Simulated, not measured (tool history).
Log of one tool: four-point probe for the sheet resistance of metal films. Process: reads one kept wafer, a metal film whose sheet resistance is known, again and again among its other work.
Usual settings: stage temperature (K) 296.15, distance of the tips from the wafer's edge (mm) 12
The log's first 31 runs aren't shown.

run,hour,stage temperature (K),distance of the tips from the wafer's edge (mm),touches since the probe head was changed,hours of work since the stage's thermometer was calibrated,sheet resistance as the instrument gives it (ohm/square)
32,393.2,300.15,42,15713,1428,0.333644
33,402.3,308.15,69,15848,1434,0.332484
34,414.3,300.15,44,16025,1443,0.333747
35,427.8,300.15,44,16225,1452,0.333587
36,435.7,296.15,59,16343,1458,0.334207
37,447.1,296.15,65,16512,1466,0.334078
38,457.7,301.15,5,16668,1474,0.340479
39,469.5,301.15,5,16844,1482,0.340410

The next listed run, before its measurement:
40,485.7,301.15,5,17084,1493,?

Run 40 gave sheet resistance as the instrument gives it (ohm/square) 0.340585.
Without the tool's hidden state the same run would have given sheet resistance as the instrument gives it (ohm/square) 0.338585.
